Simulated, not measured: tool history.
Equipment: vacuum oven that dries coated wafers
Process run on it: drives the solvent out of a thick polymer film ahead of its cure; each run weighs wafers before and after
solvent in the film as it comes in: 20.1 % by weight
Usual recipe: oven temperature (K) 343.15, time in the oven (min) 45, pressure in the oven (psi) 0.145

| run | hour | oven temperature (K) | time in the oven (min) | pressure in the oven (psi) | solvent left in the film (%) |
|---|---|---|---|---|---|
| 1 | 0.0 | 343.15 | 45 | 0.145 | 4.74 |
| 2 | 35.7 | 344.15 | 45 | 0.145 | 4.44 |
| 3 | 52.7 | 344.15 | 45 | 0.145 | 4.40 |
| 4 | 74.9 | 344.15 | 45 | 0.145 | 4.38 |
| 5 | 94.6 | 344.15 | 45 | 0.145 | 4.45 |
| 6 | 112.2 | 344.15 | 45 | 0.145 | 4.37 |
| 7 | 135.4 | 330.15 | 45 | 0.145 | 9.79 |
| 8 | 169.3 | 343.15 | 45 | 0.145 | 4.71 |
| 9 | 192.2 | 343.15 | 25 | 0.145 | 7.69 |
| 10 | 215.9 | 343.15 | 25 | 0.145 | 7.70 |
| 11 | 246.4 | 343.15 | 45 | 0.145 | 4.73 |
| 12 | 263.0 | 343.15 | 45 | 0.145 | 4.70 |
| 13 | 285.7 | 343.15 | 45 | 0.145 | 4.77 |
| 14 | 313.5 | 343.15 | 45 | 0.302 | 6.16 |
| 15 | 347.9 | 343.15 | 66 | 0.302 | 4.86 |
| 16 | 367.3 | 343.15 | 66 | 0.302 | 4.95 |
| 17 | 392.5 | 343.15 | 66 | 0.302 | 4.99 |
| 18 | 409.2 | 343.15 | 45 | 0.074 | 4.11 |
| 19 | 444.2 | 343.15 | 45 | 0.074 | 4.05 |
| 20 | 480.0 | 343.15 | 79 | 0.074 | 2.10 |
| 21 | 510.8 | 343.15 | 34 | 0.167 | 6.23 |
|  | 514.3 | vacuum gauge cleaned of residue and calibrated |
| 22 | 541.3 | 332.15 | 23 | 0.162 | 12.46 |
| 23 | 557.8 | 354.15 | 67 | 0.112 | 1.40 |
| 24 | 588.1 | 343.15 | 47 | 0.145 | 4.73 |
| 25 | 611.1 | 343.15 | 47 | 0.145 | 4.67 |
| 26 | 628.4 | 343.15 | 57 | 0.276 | 5.24 |
|  | 656.4 | vacuum gauge cleaned of residue and calibrated, once more |
| 27 | 664.4 | 343.15 | 57 | 0.276 | 4.39 |
| 28 | 687.4 | 341.15 | 46 | 0.303 | 6.16 |
| 29 | 717.2 | 343.15 | 75 | 0.187 | 2.74 |
| 30 | 737.0 | 343.15 | 75 | 0.187 | 2.78 |
| 31 | 753.8 | 343.15 | 75 | 0.180 | 2.64 |
| 32 | 786.6 | 344.15 | 46 | 0.145 | 3.69 |
| 33 | 807.4 | 344.15 | 41 | 0.084 | 3.65 |
| 34 | 837.8 | 344.15 | 41 | 0.084 | 3.65 |
| 35 | 860.5 | 337.15 | 43 | 0.084 | 5.77 |
| 36 | 877.6 | 337.15 | 43 | 0.084 | 5.77 |
| 37 | 906.5 | 337.15 | 43 | 0.084 | 5.84 |
| 38 | 921.9 | 337.15 | 46 | 0.084 | 5.42 |
|  | 939.1 | oven's thermocouples calibrated |
| 39 | 947.2 | 337.15 | 46 | 0.084 | 6.04 |
| 40 | 971.0 | 333.15 | 45 | 0.104 | 8.04 |

Consider 5 possible next runs. They are alternatives, not a sequence: every one starts from the tool as it was left by run 40. What does each give?
| A | 992.8 | 329.15 | 35 | 0.158 | ? |
| B | 992.8 | 337.15 | 33 | 0.100 | ? |
| C | 992.8 | 347.15 | 45 | 0.251 | ? |
| D | 992.8 | 328.15 | 45 | 0.104 | ? |
| E | 992.8 | 337.15 | 25 | 0.145 | ? |

| run | solvent left in the film (%) |
|---|---|
| A | 11.33 |
| B | 8.08 |
| C | 4.33 |
| D | 9.96 |
| E | 9.94 |
With the hidden condition removed and each run's random variation left untouched, the same runs would have given:
| run | solvent left in the film (%) |
|---|---|
| A | 11.13 |
| B | 7.90 |
| C | 4.17 |
| D | 9.73 |
| E | 9.78 |
